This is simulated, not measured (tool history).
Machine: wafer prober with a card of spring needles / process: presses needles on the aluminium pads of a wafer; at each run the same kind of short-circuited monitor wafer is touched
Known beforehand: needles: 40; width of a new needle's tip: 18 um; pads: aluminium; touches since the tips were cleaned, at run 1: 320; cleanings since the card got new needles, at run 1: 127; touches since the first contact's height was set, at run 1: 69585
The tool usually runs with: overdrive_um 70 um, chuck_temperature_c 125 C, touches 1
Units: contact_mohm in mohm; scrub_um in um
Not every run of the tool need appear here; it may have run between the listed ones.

run	hour	overdrive_um	chuck_temperature_c	touches	touches since the tips were cleaned	cleanings since the card got new needles	touches since the first contact's height was set	contact_mohm	scrub_um
1	0.0	70	125	1	320	127	69585	160	10.33
# hour 9.0: height of the first contact set anew
# hour 12.1: tips cleaned on abrasive film
# hour 26.7: tips cleaned on abrasive film
2	28.7	70	125	1	779	129	7706	171	10.47
# hour 40.4: tips cleaned on abrasive film
# hour 54.9: tips cleaned on abrasive film
# hour 66.6: tips cleaned on abrasive film
# hour 78.4: tips cleaned on abrasive film
# hour 90.1: tips cleaned on abrasive film
3	94.5	70	125	2	1729	134	33584	172	10.43
# hour 103.3: tips cleaned on abrasive film
# hour 118.0: tips cleaned on abrasive film
# hour 129.8: tips cleaned on abrasive film
# hour 141.5: tips cleaned on abrasive film
4	147.5	87	125	1	2374	138	54429	194	12.95
# hour 153.4: tips cleaned on abrasive film
# hour 168.1: tips cleaned on abrasive film
# hour 179.8: tips cleaned on abrasive film
# hour 194.4: tips cleaned on abrasive film
# hour 194.7: height of the first contact set anew
5	200.4	87	125	1	2255	142	2255	187	13.03
# hour 209.2: tips cleaned on abrasive film
# hour 221.0: tips cleaned on abrasive film
# hour 232.7: tips cleaned on abrasive film
6	240.2	87	125	1	2951	145	17905	204	13.03
# hour 246.1: tips cleaned on abrasive film
# hour 260.7: tips cleaned on abrasive film
# hour 275.4: tips cleaned on abrasive film
# hour 287.2: tips cleaned on abrasive film
7	287.7	87	125	1	216	149	36572	139	12.98
# hour 299.3: tips cleaned on abrasive film
# hour 311.0: tips cleaned on abrasive film
# hour 322.8: tips cleaned on abrasive film
8	322.8	87	125	1	0	152	50370	129	12.95
# hour 337.5: tips cleaned on abrasive film
# hour 352.2: tips cleaned on abrasive film
# hour 363.9: tips cleaned on abrasive film
9	372.0	70	125	1	3215	155	69746	248	10.38
# hour 378.0: tips cleaned on abrasive film
# hour 381.2: height of the first contact set anew
# hour 392.8: tips cleaned on abrasive film
# hour 406.0: tips cleaned on abrasive film
10	406.0	70	125	2	0	158	9756	136	10.47
# hour 420.3: tips cleaned on abrasive film
# hour 433.8: tips cleaned on abrasive film
11	433.8	70	125	2	0	160	20712	134	10.46
# hour 448.5: tips cleaned on abrasive film
# hour 460.3: tips cleaned on abrasive film
12	462.4	70	125	2	833	162	31934	156	10.44
# hour 473.9: tips cleaned on abrasive film
# hour 488.3: tips cleaned on abrasive film
# hour 500.1: tips cleaned on abrasive film
# hour 512.0: tips cleaned on abrasive film
13	512.0	78	125	2	0	166	51457	130	11.59
# hour 526.7: tips cleaned on abrasive film
# hour 538.5: tips cleaned on abrasive film
# hour 553.0: tips cleaned on abrasive film
14	559.4	78	94	2	2539	169	70118	184	11.58
# hour 565.4: tips cleaned on abrasive film
# hour 568.6: height of the first contact set anew
# hour 577.4: tips cleaned on abrasive film
# hour 589.8: tips cleaned on abrasive film
15	589.8	78	94	2	0	172	8314	125	11.69
# hour 604.3: tips cleaned on abrasive film
# hour 616.1: tips cleaned on abrasive film
# hour 630.8: tips cleaned on abrasive film
# hour 642.5: tips cleaned on abrasive film
16	649.7	78	44	2	2843	176	31897	171	11.64

Estimate the outcome of run 17 from the log above:
# hour 655.6: tips cleaned on abrasive film
# hour 670.3: tips cleaned on abrasive film
# hour 682.0: tips cleaned on abrasive film
# hour 693.8: tips cleaned on abrasive film
# hour 707.7: tips cleaned on abrasive film
17	707.7	78	44	2	0	181	54680	?	?

Run 17 measured contact_mohm 118 mohm, scrub_um 11.59 um.
On a tool with no hidden condition, and with the same random variation, this run would have come out at contact_mohm 110 mohm, scrub_um 11.71 um.
